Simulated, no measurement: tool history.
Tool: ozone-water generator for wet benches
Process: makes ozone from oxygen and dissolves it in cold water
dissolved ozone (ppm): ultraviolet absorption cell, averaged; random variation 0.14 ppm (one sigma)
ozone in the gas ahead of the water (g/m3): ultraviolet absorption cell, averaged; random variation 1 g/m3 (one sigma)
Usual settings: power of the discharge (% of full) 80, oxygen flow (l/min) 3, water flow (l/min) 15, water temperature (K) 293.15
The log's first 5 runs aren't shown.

run,day,power of the discharge (% of full),oxygen flow (l/min),water flow (l/min),water temperature (K),dissolved ozone (ppm),ozone in the gas ahead of the water (g/m3)
6,6.104,80,3,18,293.15,13.7,171.5
7,7.6,80,3,18,293.15,13.9,172.7
8,9.321,95,3,15,293.15,17.5,188.5
9,10.417,95,3,15,293.15,17.5,186.6
10,12.112,95,3,15,293.15,17.9,189.3
11,13.608,95,3,15,293.15,17.5,190.1
12,14.883,80,3,15,293.15,16.3,172.9
13,15.858,80,3,15,293.15,15.9,171.1
14,16.646,80,3,15,293.15,16,172.8
15,18.15,80,3,15,293.15,16,172.2
16,19.379,80,2.25,15,293.15,14.8,190.9
17,20.467,50,4.98,10,294.15,17.4,111
18,21.312,50,4.98,10,294.15,17.5,109.6
19,22.746,75,4.98,19,290.15,14.3,135.8
20,24.233,75,4.39,19,290.15,14.1,144.1
21,25.312,80,3.39,15,293.15,16.6,164.8
22,26.225,77,3.39,21,293.15,11.8,159.9
23,27.104,77,3.39,21,293.15,12.2,162.3
24,28.375,77,3.39,21,293.15,12.1,160.2
25,29.796,46,2.11,21,294.15,7.8,146.3
26,31.25,46,2.11,14,298.15,11.1,145.8

The next listed run, before its measurement:
27,32.158,46,2.11,14,298.15,?,?

dissolved ozone (ppm): 10.9
ozone in the gas ahead of the water (g/m3): 146.7
Without the tool's hidden state the same run would have given dissolved ozone (ppm) 10.9, ozone in the gas ahead of the water (g/m3) 146.7.
